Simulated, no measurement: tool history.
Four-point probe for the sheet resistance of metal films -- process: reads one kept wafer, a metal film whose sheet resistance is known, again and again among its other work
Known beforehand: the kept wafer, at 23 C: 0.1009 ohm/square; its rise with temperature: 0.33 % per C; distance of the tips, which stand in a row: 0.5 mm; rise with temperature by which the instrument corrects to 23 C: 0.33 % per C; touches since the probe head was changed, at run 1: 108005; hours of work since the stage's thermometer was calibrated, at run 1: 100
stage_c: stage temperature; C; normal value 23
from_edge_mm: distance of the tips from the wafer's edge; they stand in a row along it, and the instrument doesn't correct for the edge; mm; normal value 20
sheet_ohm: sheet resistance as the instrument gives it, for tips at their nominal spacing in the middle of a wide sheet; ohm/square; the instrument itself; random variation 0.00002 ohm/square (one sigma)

run,hour,stage_c,from_edge_mm,touches since the probe head was changed,hours of work since the stage's thermometer was calibrated,sheet_ohm
1,0,23,20,108005,100,0.101365
2,55.1,23,20,110298,142,0.101417
3,96,23,20,112003,173,0.10143
4,133,28,20,113543,202,0.101457
5,168.9,25,20,115036,229,0.101439
6,237.3,20,20,117885,282,0.101441
7,272.1,20,20,119334,308,0.101458
8,335.5,23,21,121974,357,0.101454
9,378.1,23,21,123745,389,0.101473
10,446.6,23,20,126597,442,0.101458
11,482.3,23,20,128084,469,0.101473
12,554.1,23,20,131073,524,0.101527
13,606,23,20,133233,564,0.101514
14,640.3,23,20,134662,590,0.101484
15,685.5,23,20,136546,625,0.101507
# hour 690.5: stage's thermometer calibrated
16,726.4,23,20,138228,28,0.101528
17,796.4,23,28,141141,81,0.101497
18,858.4,23,28,143721,129,0.101514
19,927,23,28,146579,181,0.101568
20,959.5,28,4,147930,206,0.102374
# hour 1015.7: stage's thermometer calibrated, once more
21,1018.4,28,4,150361,2,0.102509
22,1089.9,28,4,153340,57,0.102507
23,1135.9,20,4,155254,92,0.102487
24,1176.7,23,8,156952,123,0.101837
25,1214.8,21,19,158542,153,0.101746
26,1286.8,28,4,161537,208,0.10255
27,1346.8,28,26,164037,254,0.101712
28,1388.5,21,7,165771,285,0.102
29,1422.2,32,15,167176,311,0.101774
30,1465.1,32,15,168961,344,0.101762
31,1536.1,23,19,171915,398,0.101797
32,1567.4,19,36,173222,423,0.101763
33,1599.3,26,36,174550,447,0.101773
34,1664.5,22,72,177262,497,0.10176

What would each run have given without the hidden state, its run-to-run variation left as it was?
Unlogged tool condition in this case: inner tips' distance over the nominal, %; tips' flats over new ones', %; wafer's true temperature over the reading, C; drift of the gauge itself on sheet_ohm, %.
run,sheet_ohm
1,0.100891
2,0.100932
3,0.100935
4,0.100955
5,0.100931
6,0.10092
7,0.100929
8,0.100914
9,0.100924
10,0.100896
11,0.100905
12,0.100943
13,0.100921
14,0.100886
15,0.100901
16,0.10093
17,0.100885
18,0.100891
19,0.100933
20,0.101726
21,0.101765
22,0.101748
23,0.10172
24,0.101065
25,0.100966
26,0.10175
27,0.100906
28,0.101184
29,0.100952
30,0.100932
31,0.100954
32,0.100915
33,0.100917
34,0.100891

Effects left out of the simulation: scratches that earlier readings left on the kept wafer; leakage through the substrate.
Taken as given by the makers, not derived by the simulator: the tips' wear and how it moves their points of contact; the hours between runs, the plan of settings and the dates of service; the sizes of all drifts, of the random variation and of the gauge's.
